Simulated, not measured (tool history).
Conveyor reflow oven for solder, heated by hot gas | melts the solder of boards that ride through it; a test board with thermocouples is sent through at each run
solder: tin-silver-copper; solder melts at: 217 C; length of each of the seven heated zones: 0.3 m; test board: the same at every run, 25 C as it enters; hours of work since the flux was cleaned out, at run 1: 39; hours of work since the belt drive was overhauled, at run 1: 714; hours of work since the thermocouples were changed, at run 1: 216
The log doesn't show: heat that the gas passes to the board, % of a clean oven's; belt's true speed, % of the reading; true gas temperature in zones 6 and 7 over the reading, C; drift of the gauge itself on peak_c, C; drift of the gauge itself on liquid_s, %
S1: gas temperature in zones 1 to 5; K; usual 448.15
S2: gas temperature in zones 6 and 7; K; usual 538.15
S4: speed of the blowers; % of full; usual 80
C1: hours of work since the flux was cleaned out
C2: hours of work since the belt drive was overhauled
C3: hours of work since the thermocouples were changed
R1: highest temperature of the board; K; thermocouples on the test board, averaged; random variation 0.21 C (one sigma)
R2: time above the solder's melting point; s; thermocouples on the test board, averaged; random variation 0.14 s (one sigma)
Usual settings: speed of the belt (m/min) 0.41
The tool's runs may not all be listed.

Run 1, hour 0: usual settings; C1 39; C2 714; C3 216. Result: R1 527.15 K, R2 68.3 s.
Run 2, hour 8.1: usual settings; C1 43; C2 718; C3 219. Result: R1 526.65 K, R2 68.4 s.
Run 3, hour 15.6: usual settings; C1 46; C2 721; C3 222. Result: R1 526.95 K, R2 68.3 s.
Run 4, hour 23.7: usual settings but S1 461.15 K; C1 49; C2 724; C3 226. Result: R1 528.45 K, R2 75.6 s.
Run 5, hour 34.2: usual settings but S1 440.15 K; C1 53; C2 728; C3 230. Result: R1 525.85 K, R2 65.1 s.
Run 6, hour 44.2: usual settings; C1 57; C2 732; C3 234. Result: R1 526.95 K, R2 68.5 s.
Run 7, hour 53.9: usual settings; C1 61; C2 736; C3 238. Result: R1 526.75 K, R2 68.7 s.
Run 8, hour 61.6: usual settings but S1 455.15 K; C1 64; C2 739; C3 241. Result: R1 527.65 K, R2 72.4 s.
Run 9, hour 76.3: usual settings but speed of the belt (m/min) 0.487; C1 70; C2 745; C3 247. Result: R1 521.95 K, R2 53 s.
Run 10, hour 90.4: usual settings but speed of the belt (m/min) 0.487; C1 76; C2 751; C3 253. Result: R1 522.15 K, R2 53 s.
Run 11, hour 98.5: usual settings but speed of the belt (m/min) 0.487; C1 79; C2 754; C3 256. Result: R1 521.95 K, R2 53.1 s.
Run 12, hour 105.9: usual settings but S1 459.15 K; C1 82; C2 757; C3 259. Result: R1 528.15 K, R2 74.1 s.
Run 13, hour 117.4: usual settings but S1 459.15 K, S2 537.15 K; C1 87; C2 762; C3 263. Result: R1 527.35 K, R2 73.8 s.
Run 14, hour 127.9: usual settings but S4 75 % of full; C1 91; C2 766; C3 268. Result: R1 525.25 K, R2 67.1 s.
Run 15, hour 145: usual settings but S4 75 % of full; C1 98; C2 773; C3 275. Result: R1 525.35 K, R2 67.3 s.
Run 16, hour 159.8: usual settings but S1 440.15 K, S4 75 % of full; C1 104; C2 779; C3 281. Result: R1 524.15 K, R2 63.1 s.
Run 17, hour 170.5: usual settings but S4 69 % of full; C1 108; C2 783; C3 285. Result: R1 523.85 K, R2 65.3 s.
Run 18, hour 180.9: usual settings but S4 69 % of full; C1 112; C2 787; C3 289. Result: R1 523.75 K, R2 65.2 s.
Run 19, hour 188.9: usual settings but S4 69 % of full; C1 116; C2 791; C3 292. Result: R1 523.95 K, R2 65 s.
Run 20, hour 205.3: usual settings but S2 543.15 K; C1 122; C2 797; C3 299. Result: R1 531.25 K, R2 71.5 s.
Run 21, hour 213.2: usual settings but S2 543.15 K; C1 125; C2 800; C3 302. Result: R1 531.65 K, R2 71.4 s.
Run 22, hour 222.4: usual settings but S1 447.15 K, S2 550.15 K, speed of the belt (m/min) 0.389; C1 129; C2 804; C3 306. Result: R1 538.45 K, R2 79.9 s.
Run 23, hour 233.9: usual settings but speed of the belt (m/min) 0.471, S4 57 % of full; C1 134; C2 809; C3 310. Result: R1 513.75 K, R2 45.1 s.
Run 24, hour 244.3: usual settings but S2 530.15 K, speed of the belt (m/min) 0.471, S4 57 % of full; C1 138; C2 813; C3 315. Result: R1 507.75 K, R2 37.9 s.
Run 25, hour 255.8: usual settings but S1 455.15 K; C1 143; C2 817; C3 319. Result: R1 527.95 K, R2 72.1 s.
Run 26, hour 267.3: usual settings but S1 455.15 K; C1 147; C2 822; C3 324. Result: R1 527.55 K, R2 72 s.
At hour 282.1: flux residue cleaned out of gas plates and filters.
Run 27, hour 285.5: usual settings but S1 455.15 K, S2 543.15 K, speed of the belt (m/min) 0.388, S4 54 % of full; C1 1; C2 827; C3 329. Result: R1 525.55 K, R2 72.4 s.
Run 28, hour 292.6: usual settings but S1 455.15 K, S2 543.15 K, speed of the belt (m/min) 0.37, S4 62 % of full; C1 4; C2 830; C3 332. Result: R1 530.05 K, R2 80.8 s.
Run 29, hour 299.9: usual settings but S1 455.15 K, S2 543.15 K, speed of the belt (m/min) 0.37, S4 62 % of full; C1 7; C2 833; C3 335. Result: R1 530.15 K, R2 80.8 s.
Run 30, hour 315: usual settings but S1 435.15 K, S2 551.15 K, speed of the belt (m/min) 0.37, S4 62 % of full; C1 13; C2 839; C3 341. Result: R1 533.95 K, R2 75.2 s.
Run 31, hour 331.2: usual settings but speed of the belt (m/min) 0.482, S4 70 % of full; C1 20; C2 846; C3 348. Result: R1 519.35 K, R2 50.4 s.
Run 32, hour 343.9: usual settings but S1 443.15 K, S2 535.15 K, speed of the belt (m/min) 0.477, S4 73 % of full; C1 25; C2 851; C3 353. Result: R1 516.95 K, R2 47.7 s.

3 ways to go on from here, each from the tool as it stands after run 32. What would each give?
Run A, hour 352.5: usual settings but S1 438.15 K, S2 535.15 K, speed of the belt (m/min) 0.421, S4 85 % of full; C1 28; C2 855; C3 356. Result: R1 ?, R2 ?.
Run B, hour 352.5: usual settings but S1 435.15 K, S2 535.15 K, speed of the belt (m/min) 0.365, S4 73 % of full; C1 28; C2 855; C3 356. Result: R1 ?, R2 ?.
Run C, hour 352.5: usual settings but S1 457.15 K, S2 535.15 K, speed of the belt (m/min) 0.477, S4 73 % of full; C1 28; C2 855; C3 356. Result: R1 ?, R2 ?.

run      R1    R2
  A  523.35  60.7
  B  523.75  69.5
  C  519.75  55.7
Without the tool's hidden state the same runs would have given:
run      R1    R2
  A  523.35  60.7
  B  523.75  69.4
  C  519.75  55.7
